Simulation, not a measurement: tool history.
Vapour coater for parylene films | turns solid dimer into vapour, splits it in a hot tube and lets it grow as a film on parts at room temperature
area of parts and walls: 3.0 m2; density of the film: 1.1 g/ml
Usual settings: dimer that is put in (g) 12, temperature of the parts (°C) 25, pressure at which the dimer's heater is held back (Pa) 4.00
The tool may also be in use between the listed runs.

run    hour  dimer that is put in (g)  temperature of the parts (°C)  pressure at which the dimer's heater is held back (Pa)  thickness of the film (nm)
  1     0.0                        12                             25                                                    4.00                        2470
  2    33.0                        12                             25                                                    4.00                        2440
  3    74.2                         6                             25                                                    4.00                        1230
  4   129.5                         6                             25                                                    4.00                        1450
  5   188.9                        12                             20                                                    4.00                        3200
  6   218.1                        12                             20                                                    4.00                        3250
  7   242.4                        12                             20                                                    4.00                        3190
  8   291.9                        12                             20                                                    4.00                        3140
  9   343.9                        12                             20                                                    4.00                        3120
 10   372.5                        12                             20                                                    4.00                        3090
 11   406.7                        12                             20                                                    4.00                        3110
 12   463.8                        12                             20                                                    4.00                        3110
 13   518.4                        12                             18                                                    4.00                        3230
 14   557.4                        12                             18                                                    4.00                        3160
 15   594.6                        12                             18                                                    4.00                        3130
 16   626.8                        12                             25                                                    2.27                        2960
 17   663.0                        12                             25                                                    4.00                        2590
 18   693.4                         6                             25                                                    4.00                        1300
 19   744.2                         6                             25                                                    4.00                        1310
 20   775.2                         6                             25                                                    4.00                        1280
 21   824.4                        10                             19                                                    4.45                        2370
 22   881.8                        22                             17                                                    4.74                        5480
 23   918.7                        13                             25                                                    4.00                        2760
 24   957.7                        18                             25                                                    2.25                        4200
 25  1012.7                        12                             36                                                    4.00                        1930
 26  1068.0                        12                             36                                                    4.00                        2200
 27  1110.6                        19                             23                                                    3.26                        4820
 28  1150.4                        19                             23                                                    3.26                        4950
 29  1209.6                        11                             34                                                    4.68                        1970
 30  1242.5                        11                             21                                                    4.68                        2690
 31  1280.8                         6                             17                                                    2.47                        1700
 32  1338.8                         6                             28                                                    2.47                        1410
 33  1363.5                        11                             24                                                    4.63                        2490
 34  1407.5                        11                             24                                                    4.63                        2480
 35  1450.3                        12                             25                                                    5.63                        2570
 36  1494.7                        12                             26                                                    4.08                        2650
 37  1534.3                        12                             26                                                    4.08                        2610
 38  1591.4                        12                             26                                                    4.08                        2570
 39  1642.5                         9                             26                                                    3.17                        2010
 40  1701.6                         9                             26                                                    3.17                        2010

Not shown: 4 entries that the log had between the listed runs. Between which runs, and how does the tool's hidden state differ before and after?
Between runs 3 and 4: trap's valve overhauled (hour 91.5)
  vapour lost through the trap's worn valve, %: 15.8 -> 0.8; true temperature of the parts over the reading, C: 0.19 -> 0.21
  measured less the result without the state, thickness of the film (nm): -240 -> -20
Between runs 25 and 26: table's thermometer calibrated (hour 1016.4); trap's valve overhauled (hour 1048.9)
  vapour lost through the trap's worn valve, %: 14.9 -> 0.5; true temperature of the parts over the reading, C: 0.53 -> 0.78
  measured less the result without the state, thickness of the film (nm): -370 -> -50
Between runs 31 and 32: table's thermometer calibrated, once more (hour 1299.5)
  vapour lost through the trap's worn valve, %: 3.8 -> 4.8; true temperature of the parts over the reading, C: 0.86 -> 0.23
  measured less the result without the state, thickness of the film (nm): -70 -> -80
